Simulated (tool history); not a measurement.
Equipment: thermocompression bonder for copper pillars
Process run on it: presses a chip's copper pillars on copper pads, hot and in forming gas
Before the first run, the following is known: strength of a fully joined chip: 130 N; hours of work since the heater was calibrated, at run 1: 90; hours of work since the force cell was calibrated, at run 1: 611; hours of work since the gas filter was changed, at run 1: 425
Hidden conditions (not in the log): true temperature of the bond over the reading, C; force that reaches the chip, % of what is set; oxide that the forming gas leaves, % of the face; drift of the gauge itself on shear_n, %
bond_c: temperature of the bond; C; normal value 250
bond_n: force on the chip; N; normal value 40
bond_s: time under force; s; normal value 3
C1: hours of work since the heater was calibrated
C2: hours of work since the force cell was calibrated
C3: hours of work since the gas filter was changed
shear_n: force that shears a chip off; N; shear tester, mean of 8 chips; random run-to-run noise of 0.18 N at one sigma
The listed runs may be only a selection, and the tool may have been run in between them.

{"run": 1, "day": 0.0, "bond_c": 250, "bond_n": 40, "bond_s": 3, "C1": 90, "C2": 611, "C3": 425, "shear_n": 43.0}
{"run": 2, "day": 0.638, "bond_c": 250, "bond_n": 40, "bond_s": 3, "C1": 97, "C2": 618, "C3": 432, "shear_n": 42.9}
{"run": 3, "day": 1.525, "bond_c": 250, "bond_n": 40, "bond_s": 3, "C1": 106, "C2": 627, "C3": 441, "shear_n": 43.2}
{"run": 4, "day": 1.983, "bond_c": 250, "bond_n": 40, "bond_s": 3, "C1": 111, "C2": 632, "C3": 446, "shear_n": 43.3}
{"day": 2.571, "done": "forming gas filter changed"}
{"run": 5, "day": 2.571, "bond_c": 250, "bond_n": 40, "bond_s": 3, "C1": 117, "C2": 638, "C3": 0, "shear_n": 45.0}
{"run": 6, "day": 3.104, "bond_c": 250, "bond_n": 40, "bond_s": 3, "C1": 123, "C2": 644, "C3": 6, "shear_n": 44.8}
{"run": 7, "day": 3.671, "bond_c": 250, "bond_n": 40, "bond_s": 3, "C1": 128, "C2": 650, "C3": 11, "shear_n": 45.1}
{"run": 8, "day": 4.05, "bond_c": 250, "bond_n": 40, "bond_s": 3, "C1": 132, "C2": 654, "C3": 15, "shear_n": 44.8}
{"run": 9, "day": 4.838, "bond_c": 250, "bond_n": 35, "bond_s": 3, "C1": 141, "C2": 662, "C3": 24, "shear_n": 38.8}
{"run": 10, "day": 5.458, "bond_c": 250, "bond_n": 35, "bond_s": 3, "C1": 147, "C2": 668, "C3": 30, "shear_n": 38.7}
{"run": 11, "day": 6.088, "bond_c": 255, "bond_n": 40, "bond_s": 3, "C1": 154, "C2": 675, "C3": 37, "shear_n": 48.6}
{"run": 12, "day": 6.671, "bond_c": 265, "bond_n": 40, "bond_s": 3, "C1": 160, "C2": 681, "C3": 43, "shear_n": 56.7}
{"run": 13, "day": 7.162, "bond_c": 265, "bond_n": 40, "bond_s": 3, "C1": 165, "C2": 686, "C3": 48, "shear_n": 56.4}
{"run": 14, "day": 7.804, "bond_c": 265, "bond_n": 40, "bond_s": 3, "C1": 172, "C2": 693, "C3": 55, "shear_n": 56.4}
{"run": 15, "day": 8.429, "bond_c": 265, "bond_n": 40, "bond_s": 3, "C1": 178, "C2": 699, "C3": 61, "shear_n": 56.5}
{"run": 16, "day": 9.296, "bond_c": 233, "bond_n": 40, "bond_s": 3, "C1": 187, "C2": 708, "C3": 70, "shear_n": 33.2}
{"run": 17, "day": 9.662, "bond_c": 250, "bond_n": 40, "bond_s": 3, "C1": 191, "C2": 712, "C3": 74, "shear_n": 44.6}
{"run": 18, "day": 10.433, "bond_c": 250, "bond_n": 40, "bond_s": 3, "C1": 199, "C2": 720, "C3": 82, "shear_n": 44.7}
{"day": 10.742, "done": "force cell calibrated"}
{"run": 19, "day": 10.983, "bond_c": 250, "bond_n": 40, "bond_s": 3, "C1": 204, "C2": 3, "C3": 87, "shear_n": 47.3}
{"run": 20, "day": 11.825, "bond_c": 250, "bond_n": 40, "bond_s": 3, "C1": 213, "C2": 11, "C3": 96, "shear_n": 47.0}
{"run": 21, "day": 12.612, "bond_c": 261, "bond_n": 31, "bond_s": 9, "C1": 221, "C2": 20, "C3": 104, "shear_n": 64.1}
{"run": 22, "day": 13.212, "bond_c": 252, "bond_n": 37, "bond_s": 3, "C1": 227, "C2": 26, "C3": 110, "shear_n": 44.5}
{"run": 23, "day": 13.604, "bond_c": 250, "bond_n": 35, "bond_s": 7, "C1": 232, "C2": 30, "C3": 115, "shear_n": 56.7}
{"run": 24, "day": 14.367, "bond_c": 277, "bond_n": 34, "bond_s": 4, "C1": 239, "C2": 38, "C3": 123, "shear_n": 64.9}
{"run": 25, "day": 15.217, "bond_c": 277, "bond_n": 34, "bond_s": 4, "C1": 248, "C2": 47, "C3": 131, "shear_n": 65.3}
{"run": 26, "day": 15.592, "bond_c": 260, "bond_n": 34, "bond_s": 4, "C1": 252, "C2": 51, "C3": 135, "shear_n": 51.3}
{"run": 27, "day": 16.375, "bond_c": 260, "bond_n": 34, "bond_s": 4, "C1": 260, "C2": 59, "C3": 144, "shear_n": 51.5}
{"run": 28, "day": 16.992, "bond_c": 260, "bond_n": 47, "bond_s": 2, "C1": 267, "C2": 65, "C3": 150, "shear_n": 55.1}
{"run": 29, "day": 17.742, "bond_c": 266, "bond_n": 43, "bond_s": 3, "C1": 275, "C2": 73, "C3": 158, "shear_n": 63.3}
{"run": 30, "day": 18.246, "bond_c": 266, "bond_n": 43, "bond_s": 3, "C1": 280, "C2": 78, "C3": 163, "shear_n": 63.3}
{"run": 31, "day": 18.804, "bond_c": 266, "bond_n": 43, "bond_s": 3, "C1": 286, "C2": 84, "C3": 169, "shear_n": 63.7}
{"run": 32, "day": 19.621, "bond_c": 250, "bond_n": 27, "bond_s": 2, "C1": 294, "C2": 93, "C3": 177, "shear_n": 24.7}
{"run": 33, "day": 20.458, "bond_c": 238, "bond_n": 47, "bond_s": 2, "C1": 303, "C2": 101, "C3": 186, "shear_n": 38.5}
{"run": 34, "day": 21.304, "bond_c": 267, "bond_n": 37, "bond_s": 3, "C1": 312, "C2": 110, "C3": 195, "shear_n": 55.4}
{"run": 35, "day": 21.667, "bond_c": 231, "bond_n": 56, "bond_s": 2, "C1": 316, "C2": 114, "C3": 199, "shear_n": 41.5}
{"run": 36, "day": 22.346, "bond_c": 231, "bond_n": 56, "bond_s": 2, "C1": 323, "C2": 121, "C3": 206, "shear_n": 41.5}
{"run": 37, "day": 23.096, "bond_c": 229, "bond_n": 56, "bond_s": 2, "C1": 331, "C2": 129, "C3": 214, "shear_n": 40.1}
{"run": 38, "day": 23.562, "bond_c": 229, "bond_n": 56, "bond_s": 2, "C1": 336, "C2": 134, "C3": 219, "shear_n": 40.1}
{"run": 39, "day": 23.938, "bond_c": 229, "bond_n": 29, "bond_s": 3, "C1": 339, "C2": 138, "C3": 223, "shear_n": 22.1}
{"run": 40, "day": 24.725, "bond_c": 259, "bond_n": 26, "bond_s": 4, "C1": 348, "C2": 146, "C3": 231, "shear_n": 37.3}

For each entry between runs, how does the tool's hidden state at the last listed run before it compare with that at the first listed run after it?
After run 4, before run 5: forming gas filter changed (day 2.571)
  oxide that the forming gas leaves, % of the face: 5.29 -> 0.71
  what was measured, less what the result would be without the hidden state, shear_n: -4.2 -> -2.1 N
After run 18, before run 19: force cell calibrated (day 10.742)
  force that reaches the chip, % of what is set: 94.9 -> 99.8; oxide that the forming gas leaves, % of the face: 1.56 -> 1.61
  what was measured, less what the result would be without the hidden state, shear_n: -2.5 -> -0.1 N
